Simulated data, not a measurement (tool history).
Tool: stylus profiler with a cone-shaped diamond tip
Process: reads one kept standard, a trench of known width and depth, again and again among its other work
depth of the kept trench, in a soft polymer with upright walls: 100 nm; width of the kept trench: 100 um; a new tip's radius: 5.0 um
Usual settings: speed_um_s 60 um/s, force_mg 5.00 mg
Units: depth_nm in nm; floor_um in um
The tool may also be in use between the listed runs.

run 1 day=0.000 | speed_um_s=60 force_mg=5.00 | depth_nm=100.86 floor_um=97.78
run 2 day=5.162 | speed_um_s=60 force_mg=5.00 | depth_nm=100.98 floor_um=97.76
run 3 day=11.083 | speed_um_s=60 force_mg=5.00 | depth_nm=101.05 floor_um=97.67
run 4 day=16.062 | speed_um_s=60 force_mg=4.19 | depth_nm=100.85 floor_um=97.63
run 5 day=20.642 | speed_um_s=60 force_mg=5.62 | depth_nm=101.18 floor_um=97.56
run 6 day=23.333 | speed_um_s=60 force_mg=5.62 | depth_nm=101.18 floor_um=97.63
run 7 day=26.004 | speed_um_s=60 force_mg=5.62 | depth_nm=101.02 floor_um=97.56
run 8 day=29.483 | speed_um_s=60 force_mg=5.62 | depth_nm=101.04 floor_um=97.51
run 9 day=35.333 | speed_um_s=60 force_mg=4.01 | depth_nm=101.02 floor_um=97.49
run 10 day=39.083 | speed_um_s=60 force_mg=5.00 | depth_nm=101.09 floor_um=97.42
run 11 day=44.771 | speed_um_s=88 force_mg=5.00 | depth_nm=101.00 floor_um=97.35
run 12 day=48.229 | speed_um_s=60 force_mg=8.73 | depth_nm=101.61 floor_um=97.40
run 13 day=51.188 | speed_um_s=29 force_mg=8.73 | depth_nm=101.61 floor_um=97.40
run 14 day=56.975 | speed_um_s=60 force_mg=3.76 | depth_nm=101.00 floor_um=97.25
run 15 day=62.304 | speed_um_s=85 force_mg=5.00 | depth_nm=101.25 floor_um=97.18
run 16 day=68.138 | speed_um_s=85 force_mg=5.00 | depth_nm=101.22 floor_um=97.10
run 17 day=71.254 | speed_um_s=33 force_mg=4.74 | depth_nm=101.27 floor_um=97.28
run 18 day=74.717 | speed_um_s=95 force_mg=7.23 | depth_nm=101.53 floor_um=97.13
run 19 day=79.888 | speed_um_s=95 force_mg=7.23 | depth_nm=101.60 floor_um=97.05
run 20 day=83.021 | speed_um_s=215 force_mg=4.07 | depth_nm=101.12 floor_um=96.77
run 21 day=86.879 | speed_um_s=215 force_mg=4.07 | depth_nm=101.38 floor_um=96.75
run 22 day=91.792 | speed_um_s=25 force_mg=5.00 | depth_nm=101.31 floor_um=97.08

Run 23 comes next. What will it give?
run 23 day=96.792 | speed_um_s=133 force_mg=5.00 | depth_nm=? floor_um=?

Run 23 gave depth_nm 101.31 nm, floor_um 96.89 um.
Without the tool's hidden state the same run would have given depth_nm 100.86 nm, floor_um 97.80 um.
